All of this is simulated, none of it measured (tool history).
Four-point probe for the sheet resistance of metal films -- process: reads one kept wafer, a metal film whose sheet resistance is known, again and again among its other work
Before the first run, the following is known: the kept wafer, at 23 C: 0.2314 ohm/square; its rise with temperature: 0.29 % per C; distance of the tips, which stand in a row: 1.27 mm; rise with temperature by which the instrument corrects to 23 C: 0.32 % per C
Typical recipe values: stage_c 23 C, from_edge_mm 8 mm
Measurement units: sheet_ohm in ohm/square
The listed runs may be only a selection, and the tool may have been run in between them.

| run | hour | stage_c | from_edge_mm | sheet_ohm |
|---|---|---|---|---|
| 1 | 0 | 23 | 8 | 0.234451 |
| 2 | 44.9 | 23 | 8 | 0.234457 |
| 3 | 130.5 | 23 | 14 | 0.232378 |
| 4 | 212 | 23 | 14 | 0.232395 |
| 5 | 318.6 | 23 | 44 | 0.231439 |
| 6 | 416.3 | 23 | 44 | 0.231423 |
| 7 | 506 | 29 | 44 | 0.231032 |
| 8 | 561.6 | 29 | 44 | 0.231083 |
| 9 | 641.6 | 29 | 44 | 0.23111 |
| 10 | 748.9 | 29 | 44 | 0.231052 |
| 11 | 822.5 | 29 | 44 | 0.231083 |
| 12 | 872.7 | 18 | 8 | 0.234872 |
| 13 | 975.6 | 18 | 8 | 0.234876 |
| 14 | 1078.2 | 23 | 71 | 0.231475 |
| 15 | 1152.9 | 23 | 71 | 0.231467 |
| 16 | 1241.5 | 31 | 8 | 0.233966 |
| 17 | 1335.1 | 27 | 4 | 0.242983 |
| 18 | 1400.6 | 27 | 4 | 0.242926 |
| 19 | 1489.6 | 23 | 18 | 0.23202 |
| 20 | 1535.5 | 32 | 16 | 0.231525 |
| 21 | 1588.7 | 32 | 16 | 0.231584 |

Consider 4 possible next runs. They are alternatives, not a sequence: every one starts from the tool as it was left by run 21. What does each give?
| A | 1685.8 | 32 | 7 | ? |
| B | 1685.8 | 23 | 7 | ? |
| C | 1685.8 | 28 | 7 | ? |
| D | 1685.8 | 22 | 16 | ? |

| run | sheet_ohm |
|---|---|
| A | 0.234755 |
| B | 0.235383 |
| C | 0.235081 |
| D | 0.232258 |
What these runs would have given with no unlogged condition in the tool:
| run | sheet_ohm |
|---|---|
| A | 0.234774 |
| B | 0.235402 |
| C | 0.2351 |
| D | 0.232276 |
